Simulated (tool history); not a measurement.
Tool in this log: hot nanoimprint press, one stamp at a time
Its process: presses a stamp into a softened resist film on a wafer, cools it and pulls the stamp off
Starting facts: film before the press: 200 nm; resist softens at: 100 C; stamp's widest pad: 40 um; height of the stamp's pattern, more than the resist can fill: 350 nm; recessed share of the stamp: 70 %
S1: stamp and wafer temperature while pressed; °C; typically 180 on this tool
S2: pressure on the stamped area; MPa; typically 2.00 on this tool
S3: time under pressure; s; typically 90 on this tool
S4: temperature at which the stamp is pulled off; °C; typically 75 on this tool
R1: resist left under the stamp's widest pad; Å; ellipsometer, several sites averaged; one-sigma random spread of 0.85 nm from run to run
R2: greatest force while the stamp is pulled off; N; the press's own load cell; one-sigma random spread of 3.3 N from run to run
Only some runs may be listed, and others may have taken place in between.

{"run": 1, "hour": 0.0, "S1": 180, "S2": 2.0, "S3": 90, "S4": 75, "R1": 1203, "R2": 229}
{"run": 2, "hour": 21.1, "S1": 180, "S2": 2.0, "S3": 90, "S4": 62, "R1": 1207, "R2": 299}
{"run": 3, "hour": 54.3, "S1": 180, "S2": 2.0, "S3": 90, "S4": 62, "R1": 1205, "R2": 314}
{"run": 4, "hour": 90.4, "S1": 180, "S2": 2.0, "S3": 90, "S4": 62, "R1": 1213, "R2": 309}
{"run": 5, "hour": 120.9, "S1": 180, "S2": 2.0, "S3": 90, "S4": 62, "R1": 1232, "R2": 324}
{"run": 6, "hour": 139.1, "S1": 180, "S2": 2.0, "S3": 90, "S4": 62, "R1": 1231, "R2": 337}
{"run": 7, "hour": 155.2, "S1": 180, "S2": 2.0, "S3": 90, "S4": 62, "R1": 1227, "R2": 339}
{"run": 8, "hour": 182.7, "S1": 180, "S2": 1.61, "S3": 90, "S4": 75, "R1": 1324, "R2": 242}
{"run": 9, "hour": 198.3, "S1": 180, "S2": 1.61, "S3": 90, "S4": 75, "R1": 1333, "R2": 254}
{"hour": 204.0, "done": "plate thermocouple calibrated"}
{"run": 10, "hour": 235.8, "S1": 180, "S2": 2.0, "S3": 90, "S4": 75, "R1": 1265, "R2": 268}
{"run": 11, "hour": 272.6, "S1": 180, "S2": 2.0, "S3": 90, "S4": 75, "R1": 1273, "R2": 273}
{"hour": 284.8, "done": "stamp cleaned and given a new release coat"}
{"run": 12, "hour": 298.8, "S1": 180, "S2": 2.0, "S3": 90, "S4": 75, "R1": 1287, "R2": 178}
{"run": 13, "hour": 335.2, "S1": 180, "S2": 2.0, "S3": 90, "S4": 75, "R1": 1284, "R2": 179}
{"run": 14, "hour": 371.6, "S1": 180, "S2": 2.0, "S3": 90, "S4": 75, "R1": 1306, "R2": 177}
{"hour": 399.0, "done": "plate thermocouple calibrated, once more"}
{"run": 15, "hour": 403.3, "S1": 183, "S2": 2.0, "S3": 90, "S4": 75, "R1": 1039, "R2": 171}
{"run": 16, "hour": 428.0, "S1": 183, "S2": 2.0, "S3": 90, "S4": 75, "R1": 1041, "R2": 172}
{"run": 17, "hour": 452.2, "S1": 180, "S2": 2.0, "S3": 90, "S4": 70, "R1": 1170, "R2": 208}
{"run": 18, "hour": 489.9, "S1": 180, "S2": 2.0, "S3": 90, "S4": 70, "R1": 1171, "R2": 214}
{"run": 19, "hour": 508.2, "S1": 174, "S2": 2.0, "S3": 90, "S4": 79, "R1": 1426, "R2": 166}
{"run": 20, "hour": 534.4, "S1": 174, "S2": 2.0, "S3": 90, "S4": 79, "R1": 1430, "R2": 171}
{"run": 21, "hour": 565.4, "S1": 181, "S2": 1.71, "S3": 59, "S4": 75, "R1": 1377, "R2": 198}
{"run": 22, "hour": 595.0, "S1": 181, "S2": 1.71, "S3": 59, "S4": 75, "R1": 1363, "R2": 194}
{"run": 23, "hour": 624.9, "S1": 190, "S2": 2.65, "S3": 78, "S4": 71, "R1": 768, "R2": 223}
{"run": 24, "hour": 656.4, "S1": 185, "S2": 2.0, "S3": 90, "S4": 61, "R1": 1001, "R2": 281}
{"run": 25, "hour": 676.4, "S1": 189, "S2": 2.0, "S3": 97, "S4": 61, "R1": 834, "R2": 297}
{"run": 26, "hour": 698.3, "S1": 180, "S2": 1.24, "S3": 163, "S4": 64, "R1": 1174, "R2": 283}
{"run": 27, "hour": 729.4, "S1": 180, "S2": 1.24, "S3": 163, "S4": 64, "R1": 1179, "R2": 280}
{"run": 28, "hour": 748.0, "S1": 185, "S2": 1.9, "S3": 151, "S4": 64, "R1": 843, "R2": 293}
{"run": 29, "hour": 772.0, "S1": 180, "S2": 1.35, "S3": 90, "S4": 75, "R1": 1357, "R2": 222}
{"run": 30, "hour": 796.9, "S1": 180, "S2": 2.55, "S3": 141, "S4": 75, "R1": 962, "R2": 229}

Alternative continuations, all from the tool just after run 30; predict every row:
{"hour": 823.9, "done": "press's hydraulic seals changed and the load cell set to zero"}
{"run": "A", "hour": 832.3, "S1": 180, "S2": 2.0, "S3": 90, "S4": 72, "R1": "?", "R2": "?"}
{"hour": 823.9, "done": "press's hydraulic seals changed and the load cell set to zero"}
{"run": "B", "hour": 832.3, "S1": 180, "S2": 2.0, "S3": 90, "S4": 78, "R1": "?", "R2": "?"}
{"hour": 823.9, "done": "press's hydraulic seals changed and the load cell set to zero"}
{"run": "C", "hour": 832.3, "S1": 175, "S2": 2.55, "S3": 83, "S4": 75, "R1": "?", "R2": "?"}

run=A R1=1210 R2=249
run=B R1=1204 R2=220
run=C R1=1351 R2=236
Take away the tool's hidden state, keep each run's random variation, and the runs would have read:
run=A R1=1160 R2=170
run=B R1=1154 R2=150
run=C R1=1298 R2=161
